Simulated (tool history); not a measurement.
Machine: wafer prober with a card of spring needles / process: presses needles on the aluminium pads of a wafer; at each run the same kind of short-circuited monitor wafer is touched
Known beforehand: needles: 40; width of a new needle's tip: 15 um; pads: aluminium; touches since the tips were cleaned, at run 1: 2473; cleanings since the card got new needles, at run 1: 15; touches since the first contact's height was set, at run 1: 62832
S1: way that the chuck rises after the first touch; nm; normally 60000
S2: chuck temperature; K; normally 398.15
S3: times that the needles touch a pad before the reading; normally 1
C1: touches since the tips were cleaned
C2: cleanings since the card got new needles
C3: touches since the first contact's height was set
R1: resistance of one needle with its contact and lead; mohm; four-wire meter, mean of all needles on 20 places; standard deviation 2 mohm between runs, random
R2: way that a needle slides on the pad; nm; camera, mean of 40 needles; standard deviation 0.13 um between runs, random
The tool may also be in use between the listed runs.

run	hour	S1	S2	S3	C1	C2	C3	R1	R2
1	0.0	60000	398.15	1	2473	15	62832	280	14500
# hour 2.0: tips cleaned on abrasive film
2	7.3	60000	398.15	3	2740	16	66572	245	14240
# hour 8.9: tips cleaned on abrasive film
# hour 16.1: tips cleaned on abrasive film
3	16.1	60000	337.15	3	0	18	71039	212	14510
# hour 23.4: tips cleaned on abrasive film
4	28.1	60000	337.15	3	2468	19	77241	231	14270
# hour 30.5: tips cleaned on abrasive film
# hour 37.5: tips cleaned on abrasive film
5	37.5	60000	337.15	3	0	21	82010	208	14360
# hour 44.7: tips cleaned on abrasive film
6	48.8	60000	337.15	3	2146	22	87839	231	14200
# hour 51.9: tips cleaned on abrasive film
7	58.6	60000	337.15	3	3446	23	92882	242	14460
# hour 59.2: tips cleaned on abrasive film
# hour 66.0: tips cleaned on abrasive film
8	70.4	60000	337.15	3	2262	25	98914	229	14290
# hour 72.8: tips cleaned on abrasive film
# hour 80.3: tips cleaned on abrasive film
9	82.4	60000	337.15	3	1101	27	105049	223	14040
# hour 87.1: tips cleaned on abrasive film
10	90.9	54000	398.15	1	1968	28	109442	296	12670
# hour 94.5: tips cleaned on abrasive film
# hour 101.5: tips cleaned on abrasive film
11	102.6	54000	398.15	1	592	30	115425	253	12440
# hour 109.1: tips cleaned on abrasive film
12	111.6	54000	398.15	1	1303	31	120044	275	12610
# hour 116.6: tips cleaned on abrasive film
# hour 118.7: height of the first contact set anew
13	119.4	56000	398.15	1	1310	32	350	268	14110
# hour 123.9: tips cleaned on abrasive film
14	129.5	45000	380.15	1	2930	33	5558	337	11140
# hour 130.7: tips cleaned on abrasive film
# hour 138.2: tips cleaned on abrasive film
15	138.6	60000	312.15	1	221	35	10175	218	15010
# hour 145.0: tips cleaned on abrasive film
16	147.1	60000	389.15	1	1088	36	14550	254	14630
# hour 152.8: tips cleaned on abrasive film
17	158.3	65000	307.15	2	2859	37	20336	245	15970
# hour 160.5: tips cleaned on abrasive film
18	167.1	41000	327.15	2	3429	38	24823	314	10180
# hour 168.1: tips cleaned on abrasive film
# hour 174.9: tips cleaned on abrasive film
19	176.0	60000	398.15	2	542	40	29345	234	14720
# hour 182.3: tips cleaned on abrasive film
20	183.9	60000	353.15	2	834	41	33415	234	14710
# hour 189.2: tips cleaned on abrasive film
21	189.7	57000	333.15	1	303	42	36406	230	14120
# hour 196.3: tips cleaned on abrasive film
22	198.8	57000	333.15	1	1337	43	41079	259	13750
# hour 203.4: tips cleaned on abrasive film
23	204.7	45000	317.15	3	703	44	44095	223	10780

Here are 5 independent what-if runs from the current tool condition. What would each one return?
# hour 210.1: tips cleaned on abrasive film
A	211.3	60000	398.15	2	608	45	47471	?	?
# hour 210.1: tips cleaned on abrasive film
B	211.3	45000	319.15	1	608	45	47471	?	?
# hour 210.1: tips cleaned on abrasive film
C	211.3	45000	381.15	3	608	45	47471	?	?
# hour 210.1: tips cleaned on abrasive film
D	211.3	49000	359.15	1	608	45	47471	?	?
# hour 210.1: tips cleaned on abrasive film
E	211.3	51000	365.15	3	608	45	47471	?	?

run	R1	R2
A	236	14720
B	251	10790
C	237	11060
D	252	11840
E	230	12280
With no hidden state in the tool, these same runs would have given:
run	R1	R2
A	222	15100
B	209	11170
C	221	11450
D	218	12230
E	217	12660
